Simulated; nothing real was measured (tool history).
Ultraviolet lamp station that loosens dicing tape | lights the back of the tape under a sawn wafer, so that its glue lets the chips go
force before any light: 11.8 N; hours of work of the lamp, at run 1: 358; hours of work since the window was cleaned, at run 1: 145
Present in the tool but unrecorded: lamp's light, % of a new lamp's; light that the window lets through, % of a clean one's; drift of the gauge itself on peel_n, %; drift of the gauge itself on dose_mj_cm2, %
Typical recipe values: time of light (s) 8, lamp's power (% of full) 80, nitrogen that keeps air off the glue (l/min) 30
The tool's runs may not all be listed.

run	hour	time of light (s)	lamp's power (% of full)	nitrogen that keeps air off the glue (l/min)	hours of work of the lamp	hours of work since the window was cleaned	force that peels the tape off (N)	light that reached the tape (mJ/cm²)
1	0	8	80	30	358	145	1.457	539
2	20.8	8	80	30	371	157	1.537	538
3	42	6	80	30	384	170	2.495	401
4	63.8	11	80	30	397	183	0.819	729
5	84.4	11	80	30	410	196	0.81	725
6	103	11	80	30	421	207	0.843	732
7	120.5	8	80	30	432	218	1.628	521
8	141.8	10	80	30	445	231	1.031	645
9	159.7	10	80	10	456	242	2.279	654
10	177.6	10	80	10	466	253	2.403	636
11	194.5	8	94	30	477	263	1.229	603
12	207.6	8	80	30	485	271	1.661	508
13	219.6	8	80	30	492	278	1.685	513
14	239.2	8	80	30	504	290	1.649	510
15	258.9	8	80	30	516	302	1.691	503
16	278	8	80	30	527	314	1.788	502
17	289	8	80	30	534	320	1.746	494
18	300.2	9	80	30	541	327	1.368	570
19	320.9	9	80	30	554	340	1.379	556
20	334.1	9	80	57	562	348	0.973	559
21	351.7	8	80	30	572	358	1.781	498
22	371.2	8	80	30	584	370	1.752	483
23	385.8	8	67	12	593	379	3.82	405
24	397.1	7	80	19	600	386	2.811	424
25	408.4	7	77	48	607	393	1.89	410
26	428	11	80	30	619	405	0.92	660
27	439.5	8	80	18	626	412	2.513	482
28	460.6	9	85	39	638	425	1.126	574
29	469.8	8	62	10	644	430	4.489	369
30	488.8	8	74	29	656	442	2.165	437
31	511.5	10	79	10	669	456	2.682	575
32	534.1	6	79	45	683	469	2.429	347
33	548.8	6	79	45	692	478	2.53	343
# hour 554.7: window cleaned of glue's vapour
34	566.5	12	69	10	703	7	2.117	682
35	588.9	5	86	10	716	21	4.9	349
36	606.7	16	67	10	727	32	1.327	871
37	616.1	16	67	10	733	37	1.368	868
38	625.7	4	95	10	739	43	5.4	307
39	638.3	7	81	10	746	51	3.719	455
40	650.3	8	64	10	754	58	3.961	410
41	664	6	91	21	762	66	2.684	436
42	678.3	8	80	17	771	75	2.316	510
43	696.7	10	88	17	782	86	1.404	701
44	707.7	5	97	30	788	93	2.682	383

What would each run have given without the hidden state, its run-to-run variation left as it was?
run	force that peels the tape off (N)	light that reached the tape (mJ/cm²)
1	1.187	599
2	1.237	601
3	2.081	450
4	0.626	824
5	0.612	823
6	0.632	834
7	1.251	597
8	0.759	743
9	1.789	756
10	1.873	740
11	0.888	705
12	1.223	596
13	1.236	602
14	1.197	602
15	1.217	597
16	1.277	599
17	1.238	592
18	0.943	684
19	0.94	670
20	0.64	677
21	1.23	606
22	1.198	592
23	2.977	497
24	2.065	523
25	1.274	507
26	0.573	820
27	1.757	600
28	0.692	718
29	3.538	463
30	1.437	551
31	1.838	730
32	1.62	443
33	1.681	441
34	1.686	778
35	4.295	401
36	0.991	1005
37	1.019	1003
38	4.768	355
39	3.089	529
40	3.336	478
41	2.106	511
42	1.777	599
43	1.001	828
44	2.065	453

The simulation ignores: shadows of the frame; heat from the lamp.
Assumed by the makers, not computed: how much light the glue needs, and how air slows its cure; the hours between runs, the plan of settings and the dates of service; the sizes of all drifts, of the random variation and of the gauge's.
